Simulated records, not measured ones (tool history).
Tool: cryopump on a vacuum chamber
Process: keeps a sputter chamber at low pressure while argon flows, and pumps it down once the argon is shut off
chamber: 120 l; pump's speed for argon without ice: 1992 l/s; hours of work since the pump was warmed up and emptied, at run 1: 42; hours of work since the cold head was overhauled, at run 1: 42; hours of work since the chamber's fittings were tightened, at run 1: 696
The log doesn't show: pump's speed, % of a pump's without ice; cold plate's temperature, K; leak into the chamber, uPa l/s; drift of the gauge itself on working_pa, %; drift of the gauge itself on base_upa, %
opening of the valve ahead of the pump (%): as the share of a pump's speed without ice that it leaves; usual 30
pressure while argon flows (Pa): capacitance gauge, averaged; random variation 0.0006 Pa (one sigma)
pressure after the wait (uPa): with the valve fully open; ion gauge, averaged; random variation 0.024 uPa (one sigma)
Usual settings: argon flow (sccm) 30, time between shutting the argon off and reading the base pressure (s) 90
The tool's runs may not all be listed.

run	hour	argon flow (sccm)	time between shutting the argon off and reading the base pressure (s)	opening of the valve ahead of the pump (%)	hours of work since the pump was warmed up and emptied	hours of work since the cold head was overhauled	hours of work since the chamber's fittings were tightened	pressure while argon flows (Pa)	pressure after the wait (uPa)
1	0	30	90	30	42	42	696	0.0869	1.06
2	90	30	90	30	95	95	748	0.0873	1.03
3	140.5	30	90	30	124	124	778	0.0859	1.19
4	205.5	30	90	30	162	162	815	0.089	1.08
5	269	30	90	30	198	198	852	0.0885	1.16
6	341.5	30	90	30	240	240	894	0.0901	1.11
7	405.1	30	90	30	277	277	931	0.0899	1.13
8	517.6	30	90	30	342	342	996	0.0924	1.22
9	590.2	30	90	30	385	385	1038	0.0927	1.19
10	642.3	30	90	30	415	415	1069	0.094	1.26
11	691.7	30	90	30	443	443	1097	0.0959	1.24
12	768.7	30	90	49	488	488	1142	0.0636	1.36
# hour 779.7: pump warmed up, emptied and cooled again
13	885.4	30	90	30	61	553	1207	0.0858	1.16
14	950.4	30	90	30	99	590	1244	0.0872	1.21
15	1054.2	30	90	30	159	650	1304	0.0879	1.18
16	1170.3	30	90	58	226	718	1372	0.0503	1.25
17	1228.2	30	90	24	260	751	1405	0.1117	1.31
18	1287.5	30	90	24	294	786	1440	0.113	1.35
19	1337.4	30	90	24	323	815	1468	0.1155	1.32
20	1386.4	43	90	59	352	843	1497	0.0732	1.33
21	1492.9	16	55	30	413	905	1559	0.0513	1.9
22	1550.7	16	55	30	447	938	1592	0.0509	1.91
23	1615.2	16	55	30	484	976	1629	0.0523	1.95
# hour 1634.1: pump warmed up, emptied and cooled again
24	1740.2	30	57	36	61	1045	1699	0.0723	1.73
25	1823.6	31	26	47	110	1093	1747	0.0587	3.07
26	1902.2	14	61	16	155	1139	1793	0.0754	1.65
27	2016.7	14	61	16	222	1205	1859	0.0761	1.74
28	2096.2	30	199	27	268	1251	1905	0.0995	1.03
29	2186.5	15	162	27	320	1304	1958	0.0499	1.17
30	2290.8	15	162	27	381	1364	2018	0.0518	1.17
31	2370.5	13	172	28	427	1410	2064	0.044	1.24
32	2427.8	40	172	28	460	1444	2097	0.1356	1.23
# hour 2487.2: pump warmed up, emptied and cooled again
33	2524.6	33	259	57	22	1497	2151	0.0499	0.87

4 ways to go on from here, each from the tool as it stands after run 33. What would each give?
A	2613.1	30	90	37	73	1548	2202	?	?
B	2613.1	30	70	27	73	1548	2202	?	?
C	2613.1	33	161	36	73	1548	2202	?	?
D	2613.1	49	22	30	73	1548	2202	?	?

run	pressure while argon flows (Pa)	pressure after the wait (uPa)
A	0.0696	1.41
B	0.0955	1.56
C	0.0794	1.09
D	0.1404	3.56
Without the tool's hidden state the same runs would have given:
run	pressure while argon flows (Pa)	pressure after the wait (uPa)
A	0.0681	0.89
B	0.094	1.05
C	0.0777	0.55
D	0.1378	3.04
